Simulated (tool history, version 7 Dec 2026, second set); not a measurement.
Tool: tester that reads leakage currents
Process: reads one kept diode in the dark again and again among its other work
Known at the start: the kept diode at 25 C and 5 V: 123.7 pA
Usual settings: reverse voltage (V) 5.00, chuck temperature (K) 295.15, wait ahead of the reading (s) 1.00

run,hour,reverse voltage (V),chuck temperature (K),wait ahead of the reading (s),current that the tester gives (pA)
1,0.0,5.00,295.15,1.00,120.31
2,33.6,5.00,295.15,1.00,121.67
3,50.4,5.00,295.15,1.00,122.23
4,76.4,5.00,326.15,1.00,1737.53
5,96.1,5.00,295.15,1.00,122.71
6,116.9,5.00,295.15,1.00,123.51
# hour 134.3: chuck's temperature calibrated
7,152.7,5.00,295.15,1.00,104.35
8,178.2,5.00,295.15,1.00,104.38
9,205.5,5.00,331.15,1.00,2227.76
10,224.3,8.40,317.15,5.54,902.31
11,258.1,18.29,333.15,3.81,4710.11
12,284.6,5.00,306.15,0.36,283.64
13,310.0,5.00,306.15,0.36,287.13
14,335.8,5.00,306.15,0.36,287.37
15,353.3,1.08,295.15,5.18,50.74
16,385.2,2.17,324.15,0.92,907.87
17,404.5,5.00,295.15,0.43,111.70
18,422.8,4.08,295.15,3.40,97.61

5 ways to go on from here, each from the tool as it stands after run 18. What would each give?
A,436.8,4.08,295.15,2.19,?
B,436.8,17.88,296.15,9.34,?
C,436.8,12.81,295.15,1.00,?
D,436.8,5.00,295.15,7.02,?
E,436.8,12.30,295.15,1.07,?

run,current that the tester gives (pA)
A,98.68
B,229.67
C,181.00
D,108.26
E,176.43
Without the tool's hidden state the same runs would have given:
run,current that the tester gives (pA)
A,85.04
B,179.92
C,144.67
D,92.18
E,141.42
